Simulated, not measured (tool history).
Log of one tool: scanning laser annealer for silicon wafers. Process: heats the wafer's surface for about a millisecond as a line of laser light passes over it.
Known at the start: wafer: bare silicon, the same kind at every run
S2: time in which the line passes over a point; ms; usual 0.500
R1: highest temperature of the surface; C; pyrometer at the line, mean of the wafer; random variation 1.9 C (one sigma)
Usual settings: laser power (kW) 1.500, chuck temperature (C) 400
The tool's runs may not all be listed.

Run 1, hour 0.0: usual settings. Result: R1 1200 C.
Run 2, hour 35.4: usual settings but laser power (kW) 1.335. Result: R1 1087 C.
Run 3, hour 79.5: usual settings but chuck temperature (C) 433. Result: R1 1224 C.
Run 4, hour 108.0: usual settings but chuck temperature (C) 433. Result: R1 1219 C.
Run 5, hour 130.6: usual settings but chuck temperature (C) 433. Result: R1 1221 C.
Run 6, hour 177.7: usual settings. Result: R1 1185 C.
Run 7, hour 218.0: usual settings. Result: R1 1180 C.
Run 8, hour 261.4: usual settings but chuck temperature (C) 436. Result: R1 1215 C.
Run 9, hour 316.1: usual settings but chuck temperature (C) 436. Result: R1 1206 C.
Run 10, hour 345.0: usual settings but chuck temperature (C) 436. Result: R1 1204 C.
Run 11, hour 393.4: usual settings but chuck temperature (C) 436. Result: R1 1206 C.
Run 12, hour 438.5: usual settings but chuck temperature (C) 436. Result: R1 1201 C.
Run 13, hour 461.7: usual settings. Result: R1 1165 C.
Run 14, hour 490.6: usual settings. Result: R1 1159 C.
Run 15, hour 513.2: usual settings. Result: R1 1160 C.
Run 16, hour 560.6: usual settings. Result: R1 1158 C.
Run 17, hour 608.0: usual settings. Result: R1 1155 C.
Run 18, hour 651.4: usual settings. Result: R1 1149 C.
Run 19, hour 688.1: usual settings. Result: R1 1146 C.
At hour 695.8: optics aligned, line set to its width.
Run 20, hour 724.0: usual settings. Result: R1 1150 C.
At hour 759.5: window over the wafer cleaned.
Run 21, hour 773.2: usual settings. Result: R1 1207 C.
Run 22, hour 814.1: usual settings but chuck temperature (C) 393. Result: R1 1195 C.
Run 23, hour 850.9: usual settings but laser power (kW) 1.605, S2 0.420 ms. Result: R1 1191 C.
Run 24, hour 874.0: usual settings but laser power (kW) 1.605, S2 0.420 ms. Result: R1 1189 C.
Run 25, hour 911.8: usual settings but laser power (kW) 1.546, S2 0.370 ms, chuck temperature (C) 411. Result: R1 1110 C.
At hour 917.5: laser's power meter calibrated.
Run 26, hour 964.8: usual settings but laser power (kW) 1.318, S2 0.409 ms. Result: R1 999 C.
At hour 1003.5: laser's power meter calibrated, once more.
Run 27, hour 1016.3: usual settings but laser power (kW) 1.486, S2 0.459 ms. Result: R1 1142 C.
Run 28, hour 1056.9: usual settings but S2 0.446 ms. Result: R1 1136 C.
Run 29, hour 1086.1: usual settings but laser power (kW) 1.608, S2 0.415 ms, chuck temperature (C) 390. Result: R1 1161 C.
Run 30, hour 1127.8: usual settings but laser power (kW) 1.637, S2 0.415 ms, chuck temperature (C) 439. Result: R1 1227 C.
Run 31, hour 1152.0: usual settings but laser power (kW) 1.637, S2 0.415 ms, chuck temperature (C) 439. Result: R1 1221 C.
Run 32, hour 1206.2: usual settings but laser power (kW) 1.637, S2 0.415 ms, chuck temperature (C) 439. Result: R1 1219 C.
Run 33, hour 1253.8: usual settings but chuck temperature (C) 373. Result: R1 1139 C.
Run 34, hour 1279.9: usual settings but chuck temperature (C) 403. Result: R1 1172 C.
Run 35, hour 1318.3: usual settings but chuck temperature (C) 403. Result: R1 1169 C.
Run 36, hour 1350.2: usual settings but chuck temperature (C) 403. Result: R1 1164 C.
Run 37, hour 1386.0: usual settings but laser power (kW) 1.448, S2 0.511 ms, chuck temperature (C) 375. Result: R1 1109 C.
Run 38, hour 1438.3: usual settings but laser power (kW) 1.448, S2 0.511 ms, chuck temperature (C) 375. Result: R1 1108 C.
Run 39, hour 1474.6: usual settings but laser power (kW) 1.448, S2 0.511 ms, chuck temperature (C) 375. Result: R1 1101 C.
Run 40, hour 1508.6: usual settings but laser power (kW) 1.313, chuck temperature (C) 380. Result: R1 1010 C.

Forecast each of these 3 alternatives for the next run:
At hour 1537.2: window over the wafer cleaned.
Run A, hour 1548.8: usual settings but laser power (kW) 1.494, S2 0.359 ms. Result: R1 ?.
At hour 1537.2: window over the wafer cleaned.
Run B, hour 1548.8: usual settings but chuck temperature (C) 362. Result: R1 ?.
At hour 1537.2: window over the wafer cleaned.
Run C, hour 1548.8: usual settings but laser power (kW) 1.417, chuck temperature (C) 387. Result: R1 ?.

run    R1
  A  1061
  B  1167
  C  1133
Without the tool's hidden state the same runs would have given:
run    R1
  A  1066
  B  1173
  C  1139
